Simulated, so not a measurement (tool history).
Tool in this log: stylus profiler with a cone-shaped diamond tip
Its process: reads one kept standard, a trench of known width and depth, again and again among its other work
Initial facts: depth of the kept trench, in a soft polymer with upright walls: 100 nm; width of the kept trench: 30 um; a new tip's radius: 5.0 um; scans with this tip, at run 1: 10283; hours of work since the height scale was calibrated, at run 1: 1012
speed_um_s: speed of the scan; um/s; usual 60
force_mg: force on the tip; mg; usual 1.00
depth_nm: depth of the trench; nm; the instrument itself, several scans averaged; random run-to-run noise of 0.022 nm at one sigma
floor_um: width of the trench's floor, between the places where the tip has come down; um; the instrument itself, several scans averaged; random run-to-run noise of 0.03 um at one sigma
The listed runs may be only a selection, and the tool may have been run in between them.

| run | hour | speed_um_s | force_mg | scans with this tip | hours of work since the height scale was calibrated | depth_nm | floor_um |
|---|---|---|---|---|---|---|---|
| 1 | 0.0 | 60 | 1.00 | 10283 | 1012 | 100.62 | 27.03 |
| 2 | 23.7 | 60 | 1.00 | 10444 | 1028 | 100.64 | 27.08 |
| 3 | 52.3 | 60 | 1.00 | 10639 | 1048 | 100.67 | 27.01 |
| 4 | 82.4 | 60 | 1.00 | 10844 | 1068 | 100.63 | 27.03 |
| 5 | 105.6 | 187 | 1.00 | 11002 | 1083 | 100.62 | 25.84 |
| 6 | 146.4 | 60 | 2.48 | 11280 | 1111 | 101.02 | 27.14 |
| 7 | 175.4 | 60 | 1.00 | 11477 | 1130 | 100.63 | 27.01 |
| 8 | 201.1 | 60 | 1.00 | 11652 | 1147 | 100.69 | 27.03 |
| 9 | 226.2 | 60 | 1.00 | 11822 | 1164 | 100.63 | 27.00 |
| 10 | 247.5 | 21 | 1.00 | 11968 | 1178 | 100.67 | 27.30 |
| 11 | 281.1 | 21 | 1.00 | 12196 | 1201 | 100.68 | 27.32 |
| 12 | 301.3 | 60 | 1.00 | 12334 | 1214 | 100.67 | 26.96 |
| 13 | 343.0 | 60 | 1.00 | 12617 | 1242 | 100.67 | 26.96 |
| 14 | 379.0 | 60 | 1.00 | 12862 | 1266 | 100.68 | 26.92 |
| 15 | 418.9 | 60 | 1.00 | 13133 | 1293 | 100.74 | 26.95 |
| 16 | 456.5 | 60 | 0.84 | 13389 | 1318 | 100.66 | 26.79 |
| 17 | 492.4 | 60 | 1.00 | 13633 | 1342 | 100.70 | 26.90 |
| 18 | 525.5 | 60 | 0.39 | 13859 | 1365 | 100.53 | 26.57 |
| 19 | 545.2 | 60 | 0.39 | 13993 | 1378 | 100.51 | 26.59 |
| 20 | 587.4 | 60 | 1.00 | 14280 | 1406 | 100.71 | 26.93 |
| 21 | 609.6 | 60 | 2.11 | 14431 | 1421 | 101.04 | 27.06 |
| 22 | 628.3 | 60 | 1.00 | 14558 | 1433 | 100.80 | 26.85 |
| 23 | 663.1 | 60 | 1.00 | 14795 | 1457 | 100.73 | 26.88 |
| 24 | 704.8 | 219 | 0.92 | 15079 | 1485 | 100.73 | 25.37 |
| 25 | 726.2 | 219 | 2.02 | 15225 | 1499 | 101.01 | 26.04 |
| 26 | 749.6 | 219 | 2.02 | 15384 | 1515 | 101.02 | 26.01 |
| 27 | 768.5 | 219 | 2.02 | 15512 | 1527 | 100.99 | 25.99 |
| 28 | 787.3 | 60 | 2.96 | 15640 | 1540 | 101.19 | 27.04 |
|  | 827.5 | height scale calibrated on a step standard |
| 29 | 828.7 | 32 | 2.96 | 15918 | 1 | 100.94 | 27.24 |
| 30 | 865.0 | 83 | 2.20 | 16165 | 25 | 100.75 | 26.87 |
| 31 | 893.6 | 83 | 2.20 | 16360 | 44 | 100.76 | 26.85 |
| 32 | 911.7 | 34 | 0.34 | 16483 | 56 | 100.27 | 26.81 |
| 33 | 950.2 | 22 | 1.82 | 16745 | 82 | 100.68 | 27.20 |
| 34 | 984.3 | 84 | 0.78 | 16977 | 105 | 100.41 | 26.50 |
| 35 | 1015.0 | 222 | 1.24 | 17186 | 126 | 100.54 | 25.55 |
| 36 | 1033.8 | 27 | 0.76 | 17314 | 138 | 100.43 | 27.02 |
| 37 | 1055.3 | 183 | 0.50 | 17460 | 153 | 100.34 | 24.99 |
| 38 | 1086.7 | 23 | 2.68 | 17674 | 174 | 100.89 | 27.19 |
| 39 | 1117.5 | 40 | 0.84 | 17883 | 194 | 100.50 | 26.90 |
| 40 | 1149.8 | 40 | 0.84 | 18103 | 216 | 100.45 | 26.91 |
| 41 | 1189.2 | 32 | 0.42 | 18371 | 242 | 100.37 | 26.82 |
| 42 | 1214.3 | 236 | 0.42 | 18542 | 259 | 100.32 | 23.99 |
| 43 | 1233.7 | 236 | 0.42 | 18674 | 272 | 100.37 | 23.95 |
| 44 | 1264.3 | 139 | 0.93 | 18882 | 293 | 100.54 | 25.92 |
| 45 | 1294.3 | 55 | 0.68 | 19086 | 313 | 100.45 | 26.67 |

5 options for the next run, each taken on its own from the tool as it stands now. Forecast them:
| A | 1332.2 | 83 | 1.92 | 19344 | 338 | ? | ? |
| B | 1332.2 | 97 | 1.00 | 19344 | 338 | ? | ? |
| C | 1332.2 | 60 | 0.51 | 19344 | 338 | ? | ? |
| D | 1332.2 | 83 | 0.79 | 19344 | 338 | ? | ? |
| E | 1332.2 | 60 | 2.53 | 19344 | 338 | ? | ? |

| run | depth_nm | floor_um |
|---|---|---|
| A | 100.77 | 26.72 |
| B | 100.54 | 26.42 |
| C | 100.37 | 26.46 |
| D | 100.46 | 26.47 |
| E | 100.91 | 26.89 |
Without the tool's hidden state the same runs would have given:
| run | depth_nm | floor_um |
|---|---|---|
| A | 100.64 | 27.47 |
| B | 100.41 | 27.17 |
| C | 100.24 | 27.21 |
| D | 100.33 | 27.22 |
| E | 100.78 | 27.64 |
